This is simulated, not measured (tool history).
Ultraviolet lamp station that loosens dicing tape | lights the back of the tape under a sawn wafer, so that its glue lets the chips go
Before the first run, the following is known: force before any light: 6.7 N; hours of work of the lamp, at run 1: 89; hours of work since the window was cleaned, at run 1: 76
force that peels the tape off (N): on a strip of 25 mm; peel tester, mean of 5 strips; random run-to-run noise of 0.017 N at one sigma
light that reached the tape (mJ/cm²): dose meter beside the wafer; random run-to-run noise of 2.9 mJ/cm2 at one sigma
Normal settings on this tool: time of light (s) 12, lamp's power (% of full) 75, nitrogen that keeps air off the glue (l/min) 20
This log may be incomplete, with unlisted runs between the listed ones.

| run | hour | time of light (s) | lamp's power (% of full) | nitrogen that keeps air off the glue (l/min) | hours of work of the lamp | hours of work since the window was cleaned | force that peels the tape off (N) | light that reached the tape (mJ/cm²) |
|---|---|---|---|---|---|---|---|---|
| 1 | 0.0 | 12 | 75 | 20 | 89 | 76 | 0.885 | 405 |
| 2 | 6.6 | 12 | 75 | 20 | 93 | 79 | 0.913 | 402 |
| 3 | 17.7 | 13 | 75 | 20 | 98 | 85 | 0.782 | 432 |
| 4 | 24.3 | 13 | 75 | 20 | 102 | 89 | 0.814 | 434 |
| 5 | 31.3 | 13 | 75 | 20 | 106 | 92 | 0.807 | 431 |
| 6 | 39.8 | 13 | 75 | 20 | 110 | 97 | 0.818 | 428 |
| 7 | 53.2 | 8 | 75 | 20 | 117 | 104 | 1.715 | 266 |
| 8 | 60.8 | 8 | 75 | 20 | 121 | 108 | 1.714 | 263 |
| 9 | 72.7 | 8 | 75 | 20 | 127 | 114 | 1.754 | 261 |
| 10 | 81.0 | 8 | 75 | 20 | 132 | 118 | 1.810 | 262 |
|  | 82.2 | window cleaned of glue's vapour |
| 11 | 89.0 | 12 | 75 | 20 | 136 | 4 | 0.957 | 389 |
| 12 | 99.7 | 12 | 75 | 30 | 141 | 9 | 0.828 | 380 |
| 13 | 108.0 | 6 | 75 | 7 | 146 | 14 | 3.201 | 197 |
|  | 111.6 | window cleaned of glue's vapour, once more |
| 14 | 118.0 | 8 | 62 | 25 | 151 | 3 | 2.018 | 216 |
| 15 | 127.7 | 19 | 94 | 25 | 156 | 8 | 0.201 | 786 |
| 16 | 140.9 | 7 | 94 | 33 | 163 | 15 | 1.290 | 290 |
| 17 | 152.5 | 7 | 94 | 33 | 169 | 22 | 1.347 | 290 |
| 18 | 161.5 | 7 | 95 | 20 | 173 | 26 | 1.591 | 291 |
| 19 | 169.7 | 15 | 95 | 7 | 178 | 31 | 0.674 | 618 |
| 20 | 176.9 | 15 | 95 | 7 | 182 | 34 | 0.663 | 622 |
| 21 | 189.9 | 19 | 75 | 15 | 188 | 41 | 0.431 | 612 |
| 22 | 197.6 | 19 | 82 | 15 | 192 | 45 | 0.351 | 671 |
| 23 | 210.0 | 14 | 91 | 22 | 199 | 52 | 0.482 | 542 |

Estimate the outcome of run 24 from the log above:
| 24 | 220.3 | 14 | 78 | 16 | 204 | 57 | ? | ? |

force that peels the tape off (N): 0.736
light that reached the tape (mJ/cm²): 472
With the hidden condition absent and the run-to-run variation left alone, this run would have shown force that peels the tape off (N) 0.588, light that reached the tape (mJ/cm²) 527.

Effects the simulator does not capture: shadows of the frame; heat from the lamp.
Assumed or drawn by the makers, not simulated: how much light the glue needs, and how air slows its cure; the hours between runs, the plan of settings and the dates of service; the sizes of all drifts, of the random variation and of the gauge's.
